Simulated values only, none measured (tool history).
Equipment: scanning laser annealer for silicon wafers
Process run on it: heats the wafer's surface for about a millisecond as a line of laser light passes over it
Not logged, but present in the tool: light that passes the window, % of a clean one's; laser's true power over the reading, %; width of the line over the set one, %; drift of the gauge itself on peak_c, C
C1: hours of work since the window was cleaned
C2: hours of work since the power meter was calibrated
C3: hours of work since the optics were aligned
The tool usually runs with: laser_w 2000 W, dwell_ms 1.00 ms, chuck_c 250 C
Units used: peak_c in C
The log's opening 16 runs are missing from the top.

run 17 day=48.292 | laser_w=2000 dwell_ms=1.00 chuck_c=257 | C1=119 C2=2627 C3=1843 | peak_c=978
run 18 day=51.150 | laser_w=2000 dwell_ms=1.00 chuck_c=271 | C1=167 C2=2676 C3=1892 | peak_c=984
run 19 day=55.346 | laser_w=2000 dwell_ms=1.09 chuck_c=250 | C1=239 C2=2747 C3=1963 | peak_c=997
-- day=55.838 optics aligned, line set to its width
run 20 day=58.779 | laser_w=2000 dwell_ms=1.09 chuck_c=250 | C1=294 C2=2802 C3=50 | peak_c=1000
run 21 day=60.971 | laser_w=2000 dwell_ms=1.09 chuck_c=250 | C1=331 C2=2840 C3=87 | peak_c=1000
run 22 day=64.533 | laser_w=2000 dwell_ms=1.09 chuck_c=250 | C1=392 C2=2900 C3=148 | peak_c=999
run 23 day=67.583 | laser_w=2000 dwell_ms=1.09 chuck_c=250 | C1=444 C2=2952 C3=200 | peak_c=998
run 24 day=71.433 | laser_w=2000 dwell_ms=1.09 chuck_c=250 | C1=510 C2=3018 C3=266 | peak_c=991
run 25 day=75.204 | laser_w=2131 dwell_ms=1.00 chuck_c=250 | C1=574 C2=3082 C3=330 | peak_c=995
run 26 day=77.421 | laser_w=2131 dwell_ms=1.00 chuck_c=250 | C1=612 C2=3120 C3=368 | peak_c=996
run 27 day=80.525 | laser_w=2131 dwell_ms=1.00 chuck_c=250 | C1=665 C2=3173 C3=421 | peak_c=992
run 28 day=83.338 | laser_w=2050 dwell_ms=1.00 chuck_c=235 | C1=713 C2=3221 C3=469 | peak_c=950

Run 29 comes next. What will it give?
run 29 day=85.696 | laser_w=2095 dwell_ms=0.75 chuck_c=246 | C1=753 C2=3261 C3=509 | peak_c=?

peak_c: 863 C
The same run, on a tool lacking any hidden state, would have yielded peak_c 897 C.
